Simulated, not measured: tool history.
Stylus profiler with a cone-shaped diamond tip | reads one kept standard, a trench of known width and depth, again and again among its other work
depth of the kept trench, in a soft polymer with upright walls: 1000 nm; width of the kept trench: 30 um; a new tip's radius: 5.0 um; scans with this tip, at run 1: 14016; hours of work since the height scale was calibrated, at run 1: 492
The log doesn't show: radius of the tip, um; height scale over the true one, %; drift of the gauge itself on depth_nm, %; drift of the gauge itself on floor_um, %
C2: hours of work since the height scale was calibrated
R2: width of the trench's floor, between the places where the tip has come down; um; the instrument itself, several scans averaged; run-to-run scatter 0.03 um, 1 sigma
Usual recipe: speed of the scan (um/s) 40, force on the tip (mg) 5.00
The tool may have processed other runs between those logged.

run 1 hour=0.0 | speed_of_the_scan_(um/s)=40 force_on_the_tip_(mg)=5.00 | scans_with_this_tip=14016 C2=492 | depth_of_the_trench_(Å)=10145.5 R2=21.69
run 2 hour=97.8 | speed_of_the_scan_(um/s)=40 force_on_the_tip_(mg)=5.00 | scans_with_this_tip=14508 C2=540 | depth_of_the_trench_(Å)=10146.7 R2=21.64
run 3 hour=191.6 | speed_of_the_scan_(um/s)=40 force_on_the_tip_(mg)=5.00 | scans_with_this_tip=14980 C2=585 | depth_of_the_trench_(Å)=10147.4 R2=21.56
run 4 hour=271.3 | speed_of_the_scan_(um/s)=40 force_on_the_tip_(mg)=5.00 | scans_with_this_tip=15382 C2=624 | depth_of_the_trench_(Å)=10148.5 R2=21.54
run 5 hour=354.5 | speed_of_the_scan_(um/s)=40 force_on_the_tip_(mg)=5.00 | scans_with_this_tip=15801 C2=664 | depth_of_the_trench_(Å)=10147.3 R2=21.45
run 6 hour=476.6 | speed_of_the_scan_(um/s)=40 force_on_the_tip_(mg)=5.00 | scans_with_this_tip=16416 C2=723 | depth_of_the_trench_(Å)=10148.3 R2=21.40
run 7 hour=554.6 | speed_of_the_scan_(um/s)=21 force_on_the_tip_(mg)=5.00 | scans_with_this_tip=16808 C2=761 | depth_of_the_trench_(Å)=10149.2 R2=21.36
-- hour=561.4 height scale calibrated on a step standard
run 8 hour=643.4 | speed_of_the_scan_(um/s)=21 force_on_the_tip_(mg)=10.23 | scans_with_this_tip=17253 C2=40 | depth_of_the_trench_(Å)=10235.1 R2=21.33
run 9 hour=715.5 | speed_of_the_scan_(um/s)=21 force_on_the_tip_(mg)=10.23 | scans_with_this_tip=17616 C2=75 | depth_of_the_trench_(Å)=10235.7 R2=21.32
run 10 hour=819.0 | speed_of_the_scan_(um/s)=21 force_on_the_tip_(mg)=10.23 | scans_with_this_tip=18137 C2=125 | depth_of_the_trench_(Å)=10235.5 R2=21.18

The next listed run, before its measurement:
run 11 hour=928.9 | speed_of_the_scan_(um/s)=27 force_on_the_tip_(mg)=4.76 | scans_with_this_tip=18690 C2=178 | depth_of_the_trench_(Å)=? R2=?

{"run 11": {"depth of the trench (Å)": 10149.8, "R2": 21.15}}
If the tool had no hidden condition, the same run with the same run-to-run variation would have returned depth of the trench (Å) 10129.4, R2 24.02 um.
